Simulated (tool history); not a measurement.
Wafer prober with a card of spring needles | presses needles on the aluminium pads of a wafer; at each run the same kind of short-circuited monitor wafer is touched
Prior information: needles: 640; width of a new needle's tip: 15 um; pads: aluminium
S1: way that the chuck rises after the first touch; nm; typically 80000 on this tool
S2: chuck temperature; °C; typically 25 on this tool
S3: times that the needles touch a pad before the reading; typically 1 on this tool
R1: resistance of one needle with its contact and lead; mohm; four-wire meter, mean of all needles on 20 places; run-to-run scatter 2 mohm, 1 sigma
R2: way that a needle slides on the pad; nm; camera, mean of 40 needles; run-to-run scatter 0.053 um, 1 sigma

Run 1, day 0.000: usual settings. Result: R1 217 mohm, R2 19440 nm.
At day 0.108: tips cleaned on abrasive film.
At day 0.612: height of the first contact set anew.
At day 0.746: tips cleaned on abrasive film.
At day 1.350: tips cleaned on abrasive film.
Run 2, day 1.571: usual settings. Result: R1 220 mohm, R2 19500 nm.
At day 1.958: tips cleaned on abrasive film.
At day 2.550: tips cleaned on abrasive film.
Run 3, day 3.017: usual settings. Result: R1 222 mohm, R2 19330 nm.
At day 3.121: tips cleaned on abrasive film.
At day 3.704: tips cleaned on abrasive film.
Run 4, day 4.142: usual settings. Result: R1 222 mohm, R2 19370 nm.
At day 4.275: tips cleaned on abrasive film.
At day 4.896: tips cleaned on abrasive film.
At day 5.483: tips cleaned on abrasive film.
Run 5, day 5.742: usual settings. Result: R1 225 mohm, R2 19390 nm.
At day 6.083: tips cleaned on abrasive film.
At day 6.633: tips cleaned on abrasive film.
Run 6, day 6.633: usual settings but S1 83000 nm. Result: R1 222 mohm, R2 20050 nm.
At day 7.275: tips cleaned on abrasive film.
At day 7.854: tips cleaned on abrasive film.
Run 7, day 7.854: usual settings but S3 3. Result: R1 223 mohm, R2 19450 nm.
At day 8.433: tips cleaned on abrasive film.
At day 9.058: tips cleaned on abrasive film.
Run 8, day 9.312: usual settings but S3 3. Result: R1 220 mohm, R2 19370 nm.
At day 9.688: tips cleaned on abrasive film.
At day 10.229: tips cleaned on abrasive film.
At day 10.871: tips cleaned on abrasive film.
At day 11.392: tips cleaned on abrasive film.
Run 9, day 11.392: usual settings but S3 2. Result: R1 222 mohm, R2 19350 nm.
At day 12.000: tips cleaned on abrasive film.
At day 12.621: tips cleaned on abrasive film.
At day 13.138: tips cleaned on abrasive film.
Run 10, day 13.171: usual settings but S1 63000 nm, S2 99 °C, S3 2. Result: R1 245 mohm, R2 15140 nm.
At day 13.771: tips cleaned on abrasive film.
At day 14.383: tips cleaned on abrasive film.
Run 11, day 14.771: usual settings but S1 63000 nm, S2 99 °C, S3 2. Result: R1 242 mohm, R2 15280 nm.
At day 14.904: tips cleaned on abrasive film.
At day 15.517: tips cleaned on abrasive film.
At day 16.108: tips cleaned on abrasive film.
Run 12, day 16.229: usual settings but S1 62000 nm, S2 27 °C, S3 2. Result: R1 223 mohm, R2 15030 nm.

What does the tool deliver on the next run?
At day 16.746: tips cleaned on abrasive film.
At day 17.388: tips cleaned on abrasive film.
Run 13, day 17.396: usual settings but S1 62000 nm, S2 27 °C, S3 2. Result: R1 ?, R2 ?.

{"run 13": {"R1": 224, "R2": 15050}}
With the hidden condition absent and the run-to-run variation left alone, this run would have shown R1 224 mohm, R2 15060 nm.
